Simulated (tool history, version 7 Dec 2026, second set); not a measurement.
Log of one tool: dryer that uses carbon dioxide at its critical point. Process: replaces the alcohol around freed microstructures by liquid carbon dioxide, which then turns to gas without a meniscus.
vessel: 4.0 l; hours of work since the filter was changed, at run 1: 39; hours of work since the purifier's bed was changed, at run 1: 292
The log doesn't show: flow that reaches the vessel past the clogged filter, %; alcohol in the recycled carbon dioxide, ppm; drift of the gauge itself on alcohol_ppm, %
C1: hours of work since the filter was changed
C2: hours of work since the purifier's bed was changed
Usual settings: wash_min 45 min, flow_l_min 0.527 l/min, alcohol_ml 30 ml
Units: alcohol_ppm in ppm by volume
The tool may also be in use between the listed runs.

run 1 hour=0 | wash_min=45 flow_l_min=0.527 alcohol_ml=30 | C1=39 C2=292 | alcohol_ppm=139
run 2 hour=24.6 | wash_min=45 flow_l_min=0.527 alcohol_ml=30 | C1=50 C2=303 | alcohol_ppm=145
run 3 hour=48.4 | wash_min=45 flow_l_min=0.527 alcohol_ml=30 | C1=60 C2=313 | alcohol_ppm=157
run 4 hour=74.4 | wash_min=45 flow_l_min=0.527 alcohol_ml=30 | C1=71 C2=325 | alcohol_ppm=154
run 5 hour=88.1 | wash_min=45 flow_l_min=0.527 alcohol_ml=30 | C1=77 C2=331 | alcohol_ppm=159
run 6 hour=105.4 | wash_min=45 flow_l_min=0.527 alcohol_ml=30 | C1=85 C2=338 | alcohol_ppm=151
run 7 hour=118.9 | wash_min=45 flow_l_min=0.527 alcohol_ml=26 | C1=91 C2=344 | alcohol_ppm=144
run 8 hour=146.6 | wash_min=45 flow_l_min=0.527 alcohol_ml=26 | C1=103 C2=356 | alcohol_ppm=150
run 9 hour=169.4 | wash_min=45 flow_l_min=0.527 alcohol_ml=26 | C1=113 C2=366 | alcohol_ppm=151
run 10 hour=183.9 | wash_min=45 flow_l_min=0.527 alcohol_ml=26 | C1=119 C2=372 | alcohol_ppm=151
run 11 hour=207.6 | wash_min=45 flow_l_min=0.861 alcohol_ml=30 | C1=129 C2=383 | alcohol_ppm=87
run 12 hour=228 | wash_min=45 flow_l_min=0.511 alcohol_ml=30 | C1=138 C2=392 | alcohol_ppm=189
run 13 hour=247.4 | wash_min=45 flow_l_min=0.511 alcohol_ml=30 | C1=147 C2=400 | alcohol_ppm=180
run 14 hour=263.9 | wash_min=45 flow_l_min=0.485 alcohol_ml=30 | C1=154 C2=407 | alcohol_ppm=212
run 15 hour=279.8 | wash_min=45 flow_l_min=0.712 alcohol_ml=30 | C1=161 C2=414 | alcohol_ppm=107
run 16 hour=306.7 | wash_min=45 flow_l_min=0.527 alcohol_ml=29 | C1=173 C2=426 | alcohol_ppm=190
run 17 hour=332 | wash_min=49 flow_l_min=0.527 alcohol_ml=30 | C1=184 C2=437 | alcohol_ppm=161
run 18 hour=355.4 | wash_min=49 flow_l_min=0.527 alcohol_ml=30 | C1=194 C2=447 | alcohol_ppm=164
run 19 hour=376.4 | wash_min=39 flow_l_min=0.527 alcohol_ml=30 | C1=203 C2=456 | alcohol_ppm=273
run 20 hour=392.1 | wash_min=39 flow_l_min=0.527 alcohol_ml=30 | C1=210 C2=463 | alcohol_ppm=279
run 21 hour=409.3 | wash_min=39 flow_l_min=0.527 alcohol_ml=30 | C1=218 C2=471 | alcohol_ppm=285
run 22 hour=427.8 | wash_min=39 flow_l_min=0.527 alcohol_ml=30 | C1=226 C2=479 | alcohol_ppm=293
run 23 hour=447.1 | wash_min=34 flow_l_min=0.505 alcohol_ml=31 | C1=234 C2=487 | alcohol_ppm=457
run 24 hour=461.9 | wash_min=34 flow_l_min=0.505 alcohol_ml=31 | C1=241 C2=494 | alcohol_ppm=472
run 25 hour=476.6 | wash_min=34 flow_l_min=0.505 alcohol_ml=31 | C1=247 C2=500 | alcohol_ppm=480
run 26 hour=491 | wash_min=51 flow_l_min=0.505 alcohol_ml=31 | C1=253 C2=506 | alcohol_ppm=183
run 27 hour=520.2 | wash_min=51 flow_l_min=0.505 alcohol_ml=31 | C1=266 C2=519 | alcohol_ppm=201
run 28 hour=544.4 | wash_min=30 flow_l_min=0.527 alcohol_ml=32 | C1=277 C2=530 | alcohol_ppm=630
run 29 hour=562.6 | wash_min=30 flow_l_min=0.527 alcohol_ml=32 | C1=284 C2=538 | alcohol_ppm=626
run 30 hour=586.9 | wash_min=30 flow_l_min=0.527 alcohol_ml=32 | C1=295 C2=548 | alcohol_ppm=651
run 31 hour=600.6 | wash_min=67 flow_l_min=0.354 alcohol_ml=39 | C1=301 C2=554 | alcohol_ppm=279
run 32 hour=617.6 | wash_min=34 flow_l_min=0.584 alcohol_ml=30 | C1=308 C2=562 | alcohol_ppm=363
run 33 hour=643.1 | wash_min=34 flow_l_min=0.584 alcohol_ml=30 | C1=320 C2=573 | alcohol_ppm=363
run 34 hour=669.3 | wash_min=49 flow_l_min=0.412 alcohol_ml=24 | C1=331 C2=584 | alcohol_ppm=311
run 35 hour=683.7 | wash_min=42 flow_l_min=0.412 alcohol_ml=55 | C1=337 C2=591 | alcohol_ppm=863
run 36 hour=700.6 | wash_min=42 flow_l_min=0.412 alcohol_ml=55 | C1=345 C2=598 | alcohol_ppm=861
-- hour=708.5 inlet filter changed
run 37 hour=717.5 | wash_min=49 flow_l_min=0.324 alcohol_ml=30 | C1=4 C2=605 | alcohol_ppm=431
run 38 hour=729.5 | wash_min=45 flow_l_min=0.705 alcohol_ml=30 | C1=9 C2=610 | alcohol_ppm=141
run 39 hour=757.5 | wash_min=39 flow_l_min=0.47 alcohol_ml=54 | C1=21 C2=622 | alcohol_ppm=476
run 40 hour=771.9 | wash_min=39 flow_l_min=0.441 alcohol_ml=32 | C1=28 C2=629 | alcohol_ppm=389
run 41 hour=793.4 | wash_min=66 flow_l_min=0.599 alcohol_ml=96 | C1=37 C2=638 | alcohol_ppm=131

Hidden state at the last listed run before each entry between runs and at the first one after, where it differs:
Between runs 36 and 37: inlet filter changed (hour 708.5)
  flow that reaches the vessel past the clogged filter, %: 83.7 -> 99.7; alcohol in the recycled carbon dioxide, ppm: 119 -> 120.2
  measured less the result without the state, alcohol_ppm: +428 -> +117 ppm by volume
